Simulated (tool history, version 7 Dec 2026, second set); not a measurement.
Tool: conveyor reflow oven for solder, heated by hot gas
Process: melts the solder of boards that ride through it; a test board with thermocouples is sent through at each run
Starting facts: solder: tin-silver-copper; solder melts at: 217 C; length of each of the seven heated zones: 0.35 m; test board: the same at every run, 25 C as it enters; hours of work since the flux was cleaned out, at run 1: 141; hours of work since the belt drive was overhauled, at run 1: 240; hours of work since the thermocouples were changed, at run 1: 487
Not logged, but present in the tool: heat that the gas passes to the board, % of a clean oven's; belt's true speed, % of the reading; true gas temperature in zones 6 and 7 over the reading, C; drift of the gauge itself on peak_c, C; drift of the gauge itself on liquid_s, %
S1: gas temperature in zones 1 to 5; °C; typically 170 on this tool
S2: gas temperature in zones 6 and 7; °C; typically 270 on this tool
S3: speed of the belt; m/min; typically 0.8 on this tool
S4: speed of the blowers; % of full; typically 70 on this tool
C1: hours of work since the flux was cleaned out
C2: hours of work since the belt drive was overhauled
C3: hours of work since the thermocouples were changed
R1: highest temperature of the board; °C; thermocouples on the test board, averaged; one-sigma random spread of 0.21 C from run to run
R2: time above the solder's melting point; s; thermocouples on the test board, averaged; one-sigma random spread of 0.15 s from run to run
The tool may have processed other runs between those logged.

Run 1, hour 0: usual settings; C1 141; C2 240; C3 487. Result: R1 255 °C, R2 39.7 s.
Run 2, hour 40.2: usual settings; C1 158; C2 257; C3 504. Result: R1 255.2 °C, R2 39.7 s.
Run 3, hour 67.4: usual settings; C1 170; C2 268; C3 516. Result: R1 255 °C, R2 39.8 s.
Run 4, hour 105.1: usual settings; C1 186; C2 284; C3 532. Result: R1 254.8 °C, R2 39.6 s.
Run 5, hour 145.8: usual settings but S4 76 % of full; C1 203; C2 302; C3 549. Result: R1 255.6 °C, R2 40.3 s.
Run 6, hour 177.4: usual settings but S1 184 °C; C1 217; C2 315; C3 563. Result: R1 257.1 °C, R2 44.1 s.
Run 7, hour 214.9: usual settings but S1 184 °C; C1 233; C2 331; C3 579. Result: R1 256.7 °C, R2 44 s.
Run 8, hour 239.8: usual settings but S1 184 °C; C1 243; C2 342; C3 590. Result: R1 257.1 °C, R2 44.1 s.
Run 9, hour 270.2: usual settings but S1 184 °C; C1 256; C2 355; C3 603. Result: R1 256.7 °C, R2 44.1 s.
Run 10, hour 290.9: usual settings but S1 184 °C; C1 265; C2 364; C3 611. Result: R1 256.5 °C, R2 44.1 s.
Run 11, hour 327.8: usual settings but S2 275 °C; C1 281; C2 380; C3 627. Result: R1 258.5 °C, R2 41.6 s.
Run 12, hour 349.7: usual settings but S3 0.738 m/min; C1 290; C2 389; C3 637. Result: R1 256.6 °C, R2 44.1 s.
Run 13, hour 393: usual settings but S3 0.738 m/min; C1 309; C2 407; C3 655. Result: R1 256.6 °C, R2 44.3 s.
Run 14, hour 432.1: usual settings; C1 326; C2 424; C3 672. Result: R1 254.3 °C, R2 38.8 s.
Run 15, hour 464: usual settings but S2 259 °C, S3 0.77 m/min; C1 339; C2 438; C3 685. Result: R1 245.1 °C, R2 36 s.
Run 16, hour 494.8: usual settings but S2 259 °C, S3 0.77 m/min; C1 352; C2 451; C3 699. Result: R1 245.2 °C, R2 36.2 s.
At hour 500.8: belt drive overhauled, speed set with a stopwatch.
Run 17, hour 516.8: usual settings but S2 259 °C, S3 0.77 m/min; C1 360; C2 7; C3 706. Result: R1 245 °C, R2 36.2 s.
Run 18, hour 536: usual settings but S2 271 °C, S4 83 % of full; C1 368; C2 15; C3 714. Result: R1 256.4 °C, R2 40.5 s.
Run 19, hour 570.8: usual settings but S2 271 °C, S4 83 % of full; C1 383; C2 30; C3 729. Result: R1 256.2 °C, R2 40.5 s.
Run 20, hour 607.8: usual settings but S2 280 °C, S4 83 % of full; C1 399; C2 46; C3 745. Result: R1 264.4 °C, R2 43.8 s.
Run 21, hour 652.7: usual settings but S4 62 % of full; C1 418; C2 65; C3 764. Result: R1 251.7 °C, R2 37.4 s.
Run 22, hour 687.9: usual settings but S4 62 % of full; C1 433; C2 80; C3 779. Result: R1 251.6 °C, R2 37.5 s.
Run 23, hour 726.7: usual settings but S3 0.758 m/min, S4 61 % of full; C1 450; C2 97; C3 796. Result: R1 253.1 °C, R2 40.9 s.
At hour 749.2: belt drive overhauled, speed set with a stopwatch, once more.
Run 24, hour 749.2: usual settings but S3 0.758 m/min, S4 61 % of full; C1 458; C2 0; C3 804. Result: R1 252.8 °C, R2 40.6 s.
Run 25, hour 792.9: usual settings but S3 0.758 m/min, S4 61 % of full; C1 477; C2 19; C3 823. Result: R1 252.6 °C, R2 40.5 s.

The next listed run, before its measurement:
At hour 816.3: flux residue cleaned out of gas plates and filters.
Run 26, hour 833.4: usual settings but S1 156 °C, S2 277 °C, S4 54 % of full; C1 7; C2 34; C3 838. Result: R1 ?, R2 ?.

For run 26 the tool returned R1 256 °C, R2 37 s.
With no hidden state in the tool, this same run would have given R1 254.8 °C, R2 36.4 s.
